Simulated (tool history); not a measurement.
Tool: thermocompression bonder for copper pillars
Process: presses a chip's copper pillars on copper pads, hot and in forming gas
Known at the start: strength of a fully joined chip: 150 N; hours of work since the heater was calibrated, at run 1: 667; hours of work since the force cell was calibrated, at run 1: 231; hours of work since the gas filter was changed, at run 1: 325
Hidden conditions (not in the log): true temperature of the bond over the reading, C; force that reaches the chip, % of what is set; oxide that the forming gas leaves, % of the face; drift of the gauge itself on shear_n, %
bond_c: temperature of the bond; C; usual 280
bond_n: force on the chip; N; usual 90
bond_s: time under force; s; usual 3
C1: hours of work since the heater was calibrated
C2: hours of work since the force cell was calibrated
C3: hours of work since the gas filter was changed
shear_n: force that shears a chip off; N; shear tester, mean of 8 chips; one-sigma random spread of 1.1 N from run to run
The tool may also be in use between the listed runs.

run 1 hour=0.0 | bond_c=280 bond_n=90 bond_s=3 | C1=667 C2=231 C3=325 | shear_n=98.3
run 2 hour=15.8 | bond_c=280 bond_n=65 bond_s=3 | C1=675 C2=239 C3=333 | shear_n=80.3
run 3 hour=29.3 | bond_c=280 bond_n=65 bond_s=3 | C1=682 C2=246 C3=340 | shear_n=77.5
run 4 hour=46.9 | bond_c=280 bond_n=65 bond_s=3 | C1=691 C2=255 C3=349 | shear_n=79.5
run 5 hour=56.8 | bond_c=280 bond_n=65 bond_s=3 | C1=697 C2=260 C3=354 | shear_n=80.4
run 6 hour=73.2 | bond_c=280 bond_n=65 bond_s=3 | C1=705 C2=269 C3=362 | shear_n=78.7
run 7 hour=84.9 | bond_c=280 bond_n=65 bond_s=3 | C1=711 C2=275 C3=368 | shear_n=78.2
run 8 hour=98.4 | bond_c=261 bond_n=90 bond_s=3 | C1=718 C2=282 C3=375 | shear_n=81.4
run 9 hour=107.0 | bond_c=261 bond_n=90 bond_s=3 | C1=722 C2=286 C3=379 | shear_n=81.9
run 10 hour=115.6 | bond_c=280 bond_n=90 bond_s=3 | C1=727 C2=290 C3=384 | shear_n=98.5
run 11 hour=135.6 | bond_c=280 bond_n=90 bond_s=3 | C1=737 C2=301 C3=394 | shear_n=98.5
run 12 hour=150.6 | bond_c=306 bond_n=88 bond_s=3 | C1=745 C2=308 C3=402 | shear_n=116.7
run 13 hour=165.7 | bond_c=268 bond_n=63 bond_s=5 | C1=752 C2=316 C3=410 | shear_n=82.3
run 14 hour=179.1 | bond_c=268 bond_n=63 bond_s=5 | C1=759 C2=323 C3=416 | shear_n=81.5
run 15 hour=193.5 | bond_c=280 bond_n=94 bond_s=7 | C1=767 C2=330 C3=424 | shear_n=122.2
run 16 hour=204.2 | bond_c=253 bond_n=132 bond_s=7 | C1=772 C2=336 C3=429 | shear_n=118.1
run 17 hour=218.3 | bond_c=253 bond_n=132 bond_s=7 | C1=779 C2=343 C3=437 | shear_n=119.8
run 18 hour=238.2 | bond_c=253 bond_n=132 bond_s=7 | C1=790 C2=353 C3=447 | shear_n=118.1
-- hour=240.4 forming gas filter changed
run 19 hour=257.0 | bond_c=303 bond_n=68 bond_s=4 | C1=799 C2=363 C3=9 | shear_n=107.9
run 20 hour=275.4 | bond_c=280 bond_n=57 bond_s=7 | C1=808 C2=372 C3=18 | shear_n=95.4
run 21 hour=292.7 | bond_c=253 bond_n=73 bond_s=3 | C1=817 C2=381 C3=27 | shear_n=66.9

Below are 5 alternative next runs, each starting from the tool's condition after run 21. Predict each:
run A hour=306.6 | bond_c=274 bond_n=77 bond_s=4 | C1=824 C2=388 C3=34 | shear_n=?
run B hour=306.6 | bond_c=280 bond_n=90 bond_s=3 | C1=824 C2=388 C3=34 | shear_n=?
run C hour=306.6 | bond_c=253 bond_n=62 bond_s=3 | C1=824 C2=388 C3=34 | shear_n=?
run D hour=306.6 | bond_c=253 bond_n=85 bond_s=3 | C1=824 C2=388 C3=34 | shear_n=?
run E hour=306.6 | bond_c=280 bond_n=133 bond_s=3 | C1=824 C2=388 C3=34 | shear_n=?

run=A shear_n=93.0
run=B shear_n=99.0
run=C shear_n=55.1
run=D shear_n=72.5
run=E shear_n=120.5
Without the tool's unlogged condition, the same runs would have read:
run=A shear_n=93.2
run=B shear_n=99.2
run=C shear_n=55.3
run=D shear_n=72.7
run=E shear_n=120.7
